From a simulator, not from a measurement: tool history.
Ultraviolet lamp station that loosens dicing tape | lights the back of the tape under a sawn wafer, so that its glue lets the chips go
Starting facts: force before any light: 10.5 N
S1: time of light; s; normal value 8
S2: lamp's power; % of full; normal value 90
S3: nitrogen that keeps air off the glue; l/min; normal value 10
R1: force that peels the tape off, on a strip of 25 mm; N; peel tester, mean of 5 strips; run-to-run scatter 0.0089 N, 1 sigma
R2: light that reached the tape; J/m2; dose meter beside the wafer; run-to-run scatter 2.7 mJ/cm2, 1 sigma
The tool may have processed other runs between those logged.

Run 1, day 0.000: usual settings. Result: R1 0.368 N, R2 3720 J/m2.
Run 2, day 0.421: usual settings. Result: R1 0.358 N, R2 3750 J/m2.
Run 3, day 0.792: usual settings. Result: R1 0.354 N, R2 3700 J/m2.
Run 4, day 1.129: usual settings. Result: R1 0.373 N, R2 3740 J/m2.
Run 5, day 1.592: usual settings. Result: R1 0.357 N, R2 3740 J/m2.
Run 6, day 1.821: usual settings. Result: R1 0.371 N, R2 3710 J/m2.
Run 7, day 2.083: usual settings. Result: R1 0.375 N, R2 3700 J/m2.
Run 8, day 2.450: usual settings but S2 86 % of full. Result: R1 0.426 N, R2 3550 J/m2.
Run 9, day 2.883: usual settings. Result: R1 0.371 N, R2 3720 J/m2.
Run 10, day 3.142: usual settings. Result: R1 0.360 N, R2 3720 J/m2.
Run 11, day 3.579: usual settings but S1 13 s, S2 94 % of full, S3 19 l/min. Result: R1 0.204 N, R2 6290 J/m2.
Run 12, day 4.108: usual settings but S1 13 s, S2 94 % of full, S3 19 l/min. Result: R1 0.211 N, R2 6310 J/m2.
Run 13, day 4.392: usual settings but S1 11 s, S3 12 l/min. Result: R1 0.232 N, R2 5080 J/m2.
Run 14, day 4.758: usual settings but S1 11 s, S3 12 l/min. Result: R1 0.235 N, R2 5070 J/m2.
Run 15, day 4.988: usual settings but S2 64 % of full, S3 13 l/min. Result: R1 0.636 N, R2 2640 J/m2.
Run 16, day 5.383: usual settings but S1 11 s, S2 99 % of full, S3 13 l/min. Result: R1 0.211 N, R2 5670 J/m2.
Run 17, day 5.712: usual settings but S2 88 % of full, S3 14 l/min. Result: R1 0.304 N, R2 3590 J/m2.
Run 18, day 5.946: usual settings but S1 7 s, S2 68 % of full, S3 20 l/min. Result: R1 0.582 N, R2 2440 J/m2.
Run 19, day 6.188: usual settings but S1 11 s, S2 97 % of full, S3 18 l/min. Result: R1 0.215 N, R2 5550 J/m2.
Run 20, day 6.638: usual settings but S1 5 s, S2 62 % of full, S3 16 l/min. Result: R1 1.546 N, R2 1600 J/m2.

3 ways to go on from here, each from the tool as it stands after run 20. What would each give?
Run A, day 7.025: usual settings but S1 10 s, S2 86 % of full, S3 3 l/min. Result: R1 ?, R2 ?.
Run B, day 7.025: usual settings but S2 69 % of full, S3 4 l/min. Result: R1 ?, R2 ?.
Run C, day 7.025: usual settings but S1 5 s, S2 71 % of full, S3 16 l/min. Result: R1 ?, R2 ?.

run     R1    R2
  A  0.608  4440
  B  1.265  2840
  C  1.222  1830
Take away the tool's hidden state, keep each run's random variation, and the runs would have read:
run     R1    R2
  A  0.605  4450
  B  1.260  2850
  C  1.217  1840
